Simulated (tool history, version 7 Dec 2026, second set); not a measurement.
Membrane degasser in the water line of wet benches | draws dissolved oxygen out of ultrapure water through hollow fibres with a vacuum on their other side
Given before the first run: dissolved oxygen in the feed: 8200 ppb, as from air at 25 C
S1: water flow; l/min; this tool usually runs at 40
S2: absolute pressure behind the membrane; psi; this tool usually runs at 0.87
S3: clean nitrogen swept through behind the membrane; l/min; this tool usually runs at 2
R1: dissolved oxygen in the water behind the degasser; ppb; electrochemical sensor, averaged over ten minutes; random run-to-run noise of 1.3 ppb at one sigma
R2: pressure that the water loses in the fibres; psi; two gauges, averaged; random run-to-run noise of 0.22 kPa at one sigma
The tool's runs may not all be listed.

run     day  S1     S2    S3     R1      R2
  1       0  40   0.87     2  146.4   7.806
  2   1.117  40   0.87     2  144.8   7.786
  3   2.892  40   0.87     2  148.2   7.791
  4   4.479  40   0.87     2  146.2   7.773
  5   6.229  40   0.87     2    146   7.761
  6   8.433  42   0.87     2  151.2   8.167
  7   9.575  42   0.87     2  150.5   8.212
  8  11.142  42   0.87     2  154.4   8.234
  9   12.85  40  1.429     2  313.7   7.803
 10  15.175  40  1.429     2  311.4   7.842
 11  16.496  40  1.429     2  310.2   7.789
 12    18.7  40  1.429     2  305.9   7.883
 13   21.05  40  1.429     2  310.3   7.802
     21.179  -- vacuum gauge calibrated
 14  22.883  31  1.429     2  255.5   6.042
 15  24.754  31  1.429     2  250.3    6.05
 16  26.825  31  1.429     2  250.9   6.013
 17  28.621  40  1.215   2.2  236.6   7.777
 18  29.654  41   0.87     2  156.2   7.996
 19  31.533  41   0.87     1  275.6   8.055
 20   32.55  41   0.87     1    272   8.022
     33.771  -- vacuum gauge calibrated, once more
 21  35.025  38   0.87  1.66  145.7   7.423
 22  37.179  57   0.87  0.98    312  11.178
 23  39.258  57   0.87  0.98  311.8  11.252
 24  41.012  57  0.824  0.98  280.4  11.177
 25   42.85  58  0.561  2.16   59.5  11.406
 26  45.238  28  1.417     2  212.9   5.551
 27  47.062  28  0.962  0.95  217.6     5.5
 28  49.388  26  0.905  0.95  181.7    5.15
 29  50.829  29  0.635  1.97   45.4   5.677
 30  53.204  32  1.426  1.04  414.4    6.28
 31  54.642  32  1.426  1.04  422.4   6.303
 32  55.708  27  2.046  2.43  280.7   5.317

Predict each of these 4 candidate next runs independently; none follows another, all start after run 32:
  A  57.579  29  0.525     2   ?   ?
  B  57.579  55  0.963  3.35   ?   ?
  C  57.579  40  1.472     2   ?   ?
  D  57.579  26  0.767  1.66   ?   ?

run     R1      R2
  A   20.4   5.716
  B  145.4  10.794
  C  313.8   7.902
  D   80.9   5.089
What these runs would have given with no unlogged condition in the tool:
run     R1      R2
  A   17.3   5.632
  B  140.9  10.634
  C    309   7.784
  D   77.5   5.014
